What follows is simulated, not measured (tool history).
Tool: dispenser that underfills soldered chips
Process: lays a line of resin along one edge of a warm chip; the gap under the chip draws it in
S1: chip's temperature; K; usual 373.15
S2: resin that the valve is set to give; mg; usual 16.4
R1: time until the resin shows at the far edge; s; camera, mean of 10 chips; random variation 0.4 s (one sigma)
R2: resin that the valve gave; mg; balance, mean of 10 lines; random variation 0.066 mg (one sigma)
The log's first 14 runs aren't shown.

-- day=4.779 new syringe of resin
run 15 day=4.954 | S1=373.15 S2=16.4 | R1=36 R2=15.79
-- day=5.171 new syringe of resin
run 16 day=5.304 | S1=373.15 S2=16.4 | R1=34 R2=15.67
-- day=5.567 new syringe of resin
run 17 day=5.758 | S1=382.15 S2=15.6 | R1=25.8 R2=14.73
-- day=5.954 new syringe of resin
run 18 day=5.979 | S1=362.15 S2=18.8 | R1=44.2 R2=17.81
-- day=6.35 new syringe of resin
run 19 day=6.417 | S1=362.15 S2=18.8 | R1=46.9 R2=17.77
-- day=6.75 new syringe of resin
run 20 day=6.896 | S1=362.15 S2=18.8 | R1=53.3 R2=17.71
-- day=7.138 new syringe of resin
run 21 day=7.138 | S1=373.15 S2=17.6 | R1=28.2 R2=16.56
-- day=7.546 new syringe of resin
run 22 day=7.546 | S1=373.15 S2=17.6 | R1=29 R2=16.34
run 23 day=7.821 | S1=364.15 S2=19.4 | R1=55.4 R2=18.18
-- day=7.933 new syringe of resin
-- day=8.171 dispensing valve cleaned and set on the balance
run 24 day=8.258 | S1=373.15 S2=16.3 | R1=41.3 R2=16.24
-- day=8.362 new syringe of resin
run 25 day=8.675 | S1=379.15 S2=19.1 | R1=33.4 R2=19.06
-- day=8.788 new syringe of resin
run 26 day=9.067 | S1=361.15 S2=20 | R1=64.4 R2=19.84
-- day=9.192 new syringe of resin
run 27 day=9.533 | S1=373.15 S2=19.6 | R1=42.2 R2=19.3
-- day=9.592 new syringe of resin
run 28 day=9.821 | S1=373.15 S2=16.4 | R1=37.5 R2=16.31
-- day=9.983 new syringe of resin
run 29 day=10.296 | S1=373.15 S2=16.4 | R1=41 R2=16.14
-- day=10.383 new syringe of resin
-- day=10.779 new syringe of resin
run 30 day=10.779 | S1=373.15 S2=16.4 | R1=28.5 R2=16.03
run 31 day=10.975 | S1=375.15 S2=17.8 | R1=33.1 R2=17.51
-- day=11.183 new syringe of resin
run 32 day=11.467 | S1=365.15 S2=15.9 | R1=55.8 R2=15.54

3 ways to go on from here, each from the tool as it stands after run 32. What would each give?
-- day=11.583 new syringe of resin
run A day=11.871 | S1=377.15 S2=16.4 | R1=? R2=?
-- day=11.583 new syringe of resin
run B day=11.871 | S1=371.15 S2=20.7 | R1=? R2=?
-- day=11.583 new syringe of resin
run C day=11.871 | S1=374.15 S2=15 | R1=? R2=?

run=A R1=34 R2=15.94
run=B R1=42.4 R2=20.23
run=C R1=39.3 R2=14.75
Without the tool's hidden state the same runs would have given:
run=A R1=22.4 R2=16.38
run=B R1=28.3 R2=20.79
run=C R1=26.1 R2=15.16
